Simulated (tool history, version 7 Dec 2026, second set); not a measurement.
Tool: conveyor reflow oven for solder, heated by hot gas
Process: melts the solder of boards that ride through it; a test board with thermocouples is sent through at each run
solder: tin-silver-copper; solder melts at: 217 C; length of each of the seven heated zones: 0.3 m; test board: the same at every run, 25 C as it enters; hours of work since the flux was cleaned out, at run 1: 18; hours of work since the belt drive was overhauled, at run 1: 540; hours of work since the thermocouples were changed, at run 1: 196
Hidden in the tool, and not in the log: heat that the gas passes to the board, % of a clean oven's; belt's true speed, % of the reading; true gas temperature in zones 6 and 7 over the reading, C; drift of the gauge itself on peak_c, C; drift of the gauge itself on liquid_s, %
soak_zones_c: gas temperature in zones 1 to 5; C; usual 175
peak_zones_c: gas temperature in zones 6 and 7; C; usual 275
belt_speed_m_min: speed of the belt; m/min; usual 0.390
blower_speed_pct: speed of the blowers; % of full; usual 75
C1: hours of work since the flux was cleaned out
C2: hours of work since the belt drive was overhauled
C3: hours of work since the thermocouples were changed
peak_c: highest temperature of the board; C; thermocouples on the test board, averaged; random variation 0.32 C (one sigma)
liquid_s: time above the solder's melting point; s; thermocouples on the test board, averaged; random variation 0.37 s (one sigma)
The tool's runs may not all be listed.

Run 1, day 0.000: usual settings; C1 18; C2 540; C3 196. Result: peak_c 261.6 C, liquid_s 77.1 s.
Run 2, day 0.629: usual settings; C1 27; C2 549; C3 205. Result: peak_c 261.2 C, liquid_s 77.0 s.
Run 3, day 1.425: usual settings; C1 39; C2 561; C3 217. Result: peak_c 261.7 C, liquid_s 76.7 s.
Run 4, day 1.771: usual settings; C1 44; C2 566; C3 221. Result: peak_c 261.2 C, liquid_s 77.2 s.
Run 5, day 2.146: usual settings; C1 49; C2 571; C3 227. Result: peak_c 261.0 C, liquid_s 77.3 s.
Run 6, day 2.679: usual settings but peak_zones_c 281 C; C1 57; C2 579; C3 235. Result: peak_c 267.2 C, liquid_s 79.7 s.
Run 7, day 3.483: usual settings but peak_zones_c 281 C; C1 68; C2 591; C3 246. Result: peak_c 267.1 C, liquid_s 80.1 s.
Run 8, day 4.192: usual settings but peak_zones_c 281 C; C1 78; C2 601; C3 256. Result: peak_c 266.9 C, liquid_s 80.3 s.
Run 9, day 4.679: usual settings but peak_zones_c 281 C; C1 85; C2 608; C3 263. Result: peak_c 266.6 C, liquid_s 80.1 s.
Run 10, day 5.375: usual settings but peak_zones_c 281 C; C1 96; C2 618; C3 273. Result: peak_c 266.1 C, liquid_s 80.6 s.
Run 11, day 5.854: usual settings but blower_speed_pct 67 % of full; C1 102; C2 625; C3 280. Result: peak_c 260.2 C, liquid_s 75.5 s.
Run 12, day 6.479: usual settings; C1 111; C2 634; C3 289. Result: peak_c 261.3 C, liquid_s 76.7 s.
Run 13, day 6.879: usual settings; C1 117; C2 639; C3 295. Result: peak_c 261.5 C, liquid_s 77.2 s.
Run 14, day 7.412: usual settings; C1 125; C2 647; C3 303. Result: peak_c 261.9 C, liquid_s 77.1 s.
Run 15, day 7.883: usual settings; C1 132; C2 654; C3 310. Result: peak_c 261.2 C, liquid_s 77.3 s.
Run 16, day 8.496: usual settings; C1 140; C2 663; C3 318. Result: peak_c 261.5 C, liquid_s 77.5 s.
Run 17, day 8.962: usual settings but peak_zones_c 284 C, belt_speed_m_min 0.353 m/min, blower_speed_pct 90 % of full; C1 147; C2 670; C3 325. Result: peak_c 275.1 C, liquid_s 93.5 s.
Run 18, day 9.446: usual settings but peak_zones_c 284 C, belt_speed_m_min 0.346 m/min, blower_speed_pct 90 % of full; C1 154; C2 676; C3 332. Result: peak_c 275.4 C, liquid_s 95.4 s.
Run 19, day 10.062: usual settings but blower_speed_pct 78 % of full; C1 163; C2 685; C3 341. Result: peak_c 262.4 C, liquid_s 77.1 s.
Run 20, day 10.838: usual settings but peak_zones_c 280 C; C1 174; C2 697; C3 352. Result: peak_c 265.9 C, liquid_s 79.9 s.
Run 21, day 11.250: usual settings but soak_zones_c 166 C, blower_speed_pct 69 % of full; C1 180; C2 702; C3 358. Result: peak_c 258.7 C, liquid_s 71.0 s.
Run 22, day 11.617: usual settings but soak_zones_c 163 C, belt_speed_m_min 0.350 m/min, blower_speed_pct 67 % of full; C1 185; C2 708; C3 363. Result: peak_c 261.6 C, liquid_s 80.4 s.
At day 12.221: flux residue cleaned out of gas plates and filters.
Run 23, day 12.479: usual settings but soak_zones_c 163 C, belt_speed_m_min 0.350 m/min, blower_speed_pct 67 % of full; C1 4; C2 717; C3 373. Result: peak_c 261.5 C, liquid_s 80.9 s.
Run 24, day 13.300: usual settings but soak_zones_c 163 C, belt_speed_m_min 0.350 m/min, blower_speed_pct 67 % of full; C1 16; C2 729; C3 385. Result: peak_c 261.3 C, liquid_s 81.0 s.
Run 25, day 13.783: usual settings but soak_zones_c 163 C, belt_speed_m_min 0.350 m/min, blower_speed_pct 67 % of full; C1 23; C2 736; C3 392. Result: peak_c 261.3 C, liquid_s 81.1 s.
Run 26, day 14.183: usual settings; C1 28; C2 742; C3 397. Result: peak_c 261.4 C, liquid_s 77.7 s.
Run 27, day 14.729: usual settings; C1 36; C2 750; C3 405. Result: peak_c 261.0 C, liquid_s 76.4 s.
Run 28, day 15.192: usual settings but blower_speed_pct 71 % of full; C1 43; C2 756; C3 412. Result: peak_c 260.6 C, liquid_s 76.2 s.
Run 29, day 15.538: usual settings but soak_zones_c 183 C, peak_zones_c 272 C, blower_speed_pct 71 % of full; C1 48; C2 761; C3 417. Result: peak_c 259.1 C, liquid_s 78.7 s.
Run 30, day 15.946: usual settings but soak_zones_c 183 C, peak_zones_c 272 C, blower_speed_pct 71 % of full; C1 54; C2 767; C3 423. Result: peak_c 259.3 C, liquid_s 79.1 s.
Run 31, day 16.729: usual settings but soak_zones_c 184 C, peak_zones_c 263 C, blower_speed_pct 59 % of full; C1 65; C2 778; C3 434. Result: peak_c 248.4 C, liquid_s 69.8 s.

3 ways to go on from here, each from the tool as it stands after run 31. What would each give?
Run A, day 17.304: usual settings but soak_zones_c 184 C, blower_speed_pct 59 % of full; C1 73; C2 787; C3 442. Result: peak_c ?, liquid_s ?.
Run B, day 17.304: usual settings but peak_zones_c 266 C, belt_speed_m_min 0.461 m/min; C1 73; C2 787; C3 442. Result: peak_c ?, liquid_s ?.
Run C, day 17.304: usual settings; C1 73; C2 787; C3 442. Result: peak_c ?, liquid_s ?.

run  peak_c  liquid_s
  A   259.3      78.4
  B   248.2      54.2
  C   261.1      77.2
Without the tool's hidden state the same runs would have given:
run  peak_c  liquid_s
  A   259.2      78.3
  B   248.2      54.2
  C   261.0      77.1
